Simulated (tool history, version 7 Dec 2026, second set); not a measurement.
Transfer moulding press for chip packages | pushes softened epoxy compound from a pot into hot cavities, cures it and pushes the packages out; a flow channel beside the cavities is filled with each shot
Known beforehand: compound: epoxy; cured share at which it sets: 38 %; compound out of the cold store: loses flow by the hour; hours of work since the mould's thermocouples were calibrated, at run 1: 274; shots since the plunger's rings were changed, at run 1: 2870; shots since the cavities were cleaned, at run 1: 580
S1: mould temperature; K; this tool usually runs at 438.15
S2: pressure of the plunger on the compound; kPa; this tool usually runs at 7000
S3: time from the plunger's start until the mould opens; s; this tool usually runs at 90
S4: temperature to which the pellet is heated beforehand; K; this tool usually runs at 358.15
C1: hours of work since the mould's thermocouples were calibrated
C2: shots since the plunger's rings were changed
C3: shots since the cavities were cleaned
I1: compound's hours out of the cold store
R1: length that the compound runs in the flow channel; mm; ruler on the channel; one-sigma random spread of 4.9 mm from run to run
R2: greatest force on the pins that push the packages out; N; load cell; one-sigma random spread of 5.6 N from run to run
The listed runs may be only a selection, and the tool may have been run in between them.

{"run": 1, "day": 0.0, "S1": 438.15, "S2": 7000, "S3": 90, "S4": 358.15, "C1": 274, "C2": 2870, "C3": 580, "I1": 20, "R1": 508, "R2": 369}
{"run": 2, "day": 0.679, "S1": 438.15, "S2": 7970, "S3": 90, "S4": 358.15, "C1": 285, "C2": 3117, "C3": 827, "I1": 29.7, "R1": 518, "R2": 390}
{"run": 3, "day": 1.392, "S1": 438.15, "S2": 7970, "S3": 90, "S4": 358.15, "C1": 298, "C2": 3376, "C3": 1086, "I1": 23.2, "R1": 525, "R2": 409}
{"day": 1.704, "done": "cavities cleaned with cleaning compound and waxed"}
{"run": 4, "day": 2.55, "S1": 438.15, "S2": 7970, "S3": 90, "S4": 358.15, "C1": 317, "C2": 3775, "C3": 307, "I1": 30.4, "R1": 505, "R2": 292}
{"run": 5, "day": 3.046, "S1": 438.15, "S2": 7970, "S3": 90, "S4": 358.15, "C1": 325, "C2": 3957, "C3": 489, "I1": 13.9, "R1": 558, "R2": 337}
{"run": 6, "day": 4.133, "S1": 438.15, "S2": 7970, "S3": 90, "S4": 368.15, "C1": 344, "C2": 4352, "C3": 884, "I1": 16.7, "R1": 547, "R2": 385}
{"day": 4.929, "done": "cavities cleaned with cleaning compound and waxed"}
{"run": 7, "day": 5.288, "S1": 438.15, "S2": 7000, "S3": 90, "S4": 358.15, "C1": 363, "C2": 4750, "C3": 130, "I1": 13.2, "R1": 516, "R2": 260}
{"run": 8, "day": 6.412, "S1": 438.15, "S2": 7000, "S3": 90, "S4": 358.15, "C1": 383, "C2": 5160, "C3": 540, "I1": 34.5, "R1": 449, "R2": 337}
{"run": 9, "day": 6.892, "S1": 438.15, "S2": 7000, "S3": 90, "S4": 358.15, "C1": 391, "C2": 5334, "C3": 714, "I1": 15.4, "R1": 502, "R2": 383}
{"run": 10, "day": 7.717, "S1": 438.15, "S2": 7000, "S3": 90, "S4": 353.15, "C1": 405, "C2": 5634, "C3": 1014, "I1": 21.3, "R1": 487, "R2": 402}
{"day": 8.088, "done": "plunger's sealing rings changed"}
{"day": 8.258, "done": "cavities cleaned with cleaning compound and waxed"}
{"day": 8.792, "done": "mould's thermocouples calibrated"}
{"run": 11, "day": 8.854, "S1": 438.15, "S2": 7000, "S3": 122, "S4": 358.15, "C1": 1, "C2": 227, "C3": 187, "I1": 15.8, "R1": 554, "R2": 224}
{"run": 12, "day": 9.95, "S1": 438.15, "S2": 7000, "S3": 122, "S4": 358.15, "C1": 20, "C2": 625, "C3": 585, "I1": 24.9, "R1": 525, "R2": 315}
{"run": 13, "day": 10.988, "S1": 438.15, "S2": 7000, "S3": 122, "S4": 358.15, "C1": 38, "C2": 1003, "C3": 963, "I1": 34.3, "R1": 499, "R2": 363}
{"day": 11.562, "done": "cavities cleaned with cleaning compound and waxed"}
{"run": 14, "day": 11.862, "S1": 438.15, "S2": 7000, "S3": 122, "S4": 358.15, "C1": 52, "C2": 1299, "C3": 108, "I1": 41.6, "R1": 478, "R2": 209}
{"run": 15, "day": 13.004, "S1": 438.15, "S2": 7870, "S3": 128, "S4": 358.15, "C1": 72, "C2": 1715, "C3": 524, "I1": 29.4, "R1": 536, "R2": 293}
{"run": 16, "day": 13.517, "S1": 437.15, "S2": 6110, "S3": 112, "S4": 358.15, "C1": 81, "C2": 1901, "C3": 710, "I1": 23.2, "R1": 489, "R2": 342}
{"run": 17, "day": 14.275, "S1": 443.15, "S2": 7000, "S3": 80, "S4": 358.15, "C1": 94, "C2": 2178, "C3": 987, "I1": 42.3, "R1": 455, "R2": 388}
{"day": 14.825, "done": "cavities cleaned with cleaning compound and waxed"}
{"run": 18, "day": 14.825, "S1": 439.15, "S2": 8560, "S3": 105, "S4": 367.15, "C1": 103, "C2": 2356, "C3": 0, "I1": 21.9, "R1": 566, "R2": 179}
{"run": 19, "day": 15.704, "S1": 439.15, "S2": 8560, "S3": 105, "S4": 367.15, "C1": 118, "C2": 2674, "C3": 318, "I1": 39.4, "R1": 512, "R2": 265}
{"run": 20, "day": 16.55, "S1": 438.15, "S2": 8770, "S3": 77, "S4": 354.15, "C1": 133, "C2": 2984, "C3": 628, "I1": 24.1, "R1": 567, "R2": 443}
{"run": 21, "day": 17.225, "S1": 440.15, "S2": 7160, "S3": 128, "S4": 354.15, "C1": 144, "C2": 3229, "C3": 873, "I1": 10.3, "R1": 548, "R2": 340}
{"day": 18.075, "done": "cavities cleaned with cleaning compound and waxed"}
{"run": 22, "day": 18.433, "S1": 439.15, "S2": 7000, "S3": 90, "S4": 358.15, "C1": 164, "C2": 3645, "C3": 130, "I1": 41.1, "R1": 452, "R2": 243}
{"run": 23, "day": 19.071, "S1": 438.15, "S2": 7430, "S3": 110, "S4": 353.15, "C1": 175, "C2": 3878, "C3": 363, "I1": 15.9, "R1": 536, "R2": 266}
{"run": 24, "day": 19.804, "S1": 438.15, "S2": 7590, "S3": 73, "S4": 358.15, "C1": 188, "C2": 4145, "C3": 630, "I1": 24.5, "R1": 513, "R2": 515}
{"run": 25, "day": 20.404, "S1": 438.15, "S2": 6370, "S3": 100, "S4": 358.15, "C1": 198, "C2": 4364, "C3": 849, "I1": 31.9, "R1": 440, "R2": 360}
{"run": 26, "day": 21.192, "S1": 438.15, "S2": 6370, "S3": 100, "S4": 358.15, "C1": 212, "C2": 4650, "C3": 1135, "I1": 30.7, "R1": 447, "R2": 382}
{"day": 21.35, "done": "cavities cleaned with cleaning compound and waxed"}
{"run": 27, "day": 22.288, "S1": 438.15, "S2": 6370, "S3": 100, "S4": 358.15, "C1": 230, "C2": 5026, "C3": 341, "I1": 28, "R1": 456, "R2": 290}
{"run": 28, "day": 22.858, "S1": 442.15, "S2": 6370, "S3": 81, "S4": 357.15, "C1": 240, "C2": 5234, "C3": 549, "I1": 19.2, "R1": 460, "R2": 349}

Predict each of these 4 candidate next runs independently; none follows another, all start after run 28:
{"run": "A", "day": 23.783, "S1": 438.15, "S2": 7000, "S3": 90, "S4": 360.15, "C1": 256, "C2": 5571, "C3": 886, "I1": 12.9, "R1": "?", "R2": "?"}
{"run": "B", "day": 23.783, "S1": 443.15, "S2": 5830, "S3": 97, "S4": 357.15, "C1": 256, "C2": 5571, "C3": 886, "I1": 12.5, "R1": "?", "R2": "?"}
{"run": "C", "day": 23.783, "S1": 441.15, "S2": 6830, "S3": 81, "S4": 356.15, "C1": 256, "C2": 5571, "C3": 886, "I1": 9.1, "R1": "?", "R2": "?"}
{"run": "D", "day": 23.783, "S1": 442.15, "S2": 6370, "S3": 109, "S4": 357.15, "C1": 256, "C2": 5571, "C3": 886, "I1": 18.8, "R1": "?", "R2": "?"}

run=A R1=507 R2=393
run=B R1=464 R2=358
run=C R1=501 R2=423
run=D R1=461 R2=342
Had the tool no hidden state, the same runs would have come out as:
run=A R1=570 R2=201
run=B R1=521 R2=181
run=C R1=563 R2=217
run=D R1=520 R2=170
